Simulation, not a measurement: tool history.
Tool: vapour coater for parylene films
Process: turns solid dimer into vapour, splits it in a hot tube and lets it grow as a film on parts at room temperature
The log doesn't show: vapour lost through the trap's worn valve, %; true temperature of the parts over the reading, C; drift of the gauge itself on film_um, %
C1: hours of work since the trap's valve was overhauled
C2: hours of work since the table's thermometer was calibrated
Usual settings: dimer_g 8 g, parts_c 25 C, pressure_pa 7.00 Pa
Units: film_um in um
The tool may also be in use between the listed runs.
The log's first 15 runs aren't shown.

run 16 hour=891.5 | dimer_g=8 parts_c=25 pressure_pa=2.65 | C1=266 C2=77 | film_um=6.60
-- hour=942.2 table's thermometer calibrated, once more
run 17 hour=948.9 | dimer_g=8 parts_c=25 pressure_pa=2.65 | C1=289 C2=3 | film_um=6.45
run 18 hour=995.9 | dimer_g=8 parts_c=25 pressure_pa=2.65 | C1=308 C2=22 | film_um=6.46
run 19 hour=1056.8 | dimer_g=8 parts_c=25 pressure_pa=2.65 | C1=333 C2=47 | film_um=6.42
run 20 hour=1098.0 | dimer_g=6 parts_c=27 pressure_pa=3.95 | C1=350 C2=63 | film_um=4.30
run 21 hour=1152.3 | dimer_g=8 parts_c=25 pressure_pa=3.29 | C1=372 C2=85 | film_um=6.20
run 22 hour=1213.9 | dimer_g=8 parts_c=29 pressure_pa=3.29 | C1=397 C2=110 | film_um=5.55
run 23 hour=1279.9 | dimer_g=8 parts_c=25 pressure_pa=2.37 | C1=423 C2=137 | film_um=6.54
run 24 hour=1350.7 | dimer_g=7 parts_c=32 pressure_pa=6.10 | C1=452 C2=166 | film_um=4.00
run 25 hour=1409.9 | dimer_g=8 parts_c=19 pressure_pa=7.22 | C1=476 C2=190 | film_um=6.37
run 26 hour=1469.1 | dimer_g=4 parts_c=34 pressure_pa=7.22 | C1=500 C2=214 | film_um=2.13
run 27 hour=1535.2 | dimer_g=11 parts_c=33 pressure_pa=5.78 | C1=527 C2=241 | film_um=6.20
run 28 hour=1595.3 | dimer_g=11 parts_c=33 pressure_pa=5.78 | C1=552 C2=265 | film_um=6.18
-- hour=1635.5 trap's valve overhauled
run 29 hour=1670.3 | dimer_g=11 parts_c=33 pressure_pa=5.78 | C1=14 C2=294 | film_um=6.60

Run 30 comes next. What will it give?
run 30 hour=1741.9 | dimer_g=4 parts_c=25 pressure_pa=6.43 | C1=43 C2=323 | film_um=?

Run 30 gave film_um 2.92 um.
Without the tool's hidden state the same run would have given film_um 2.92 um.
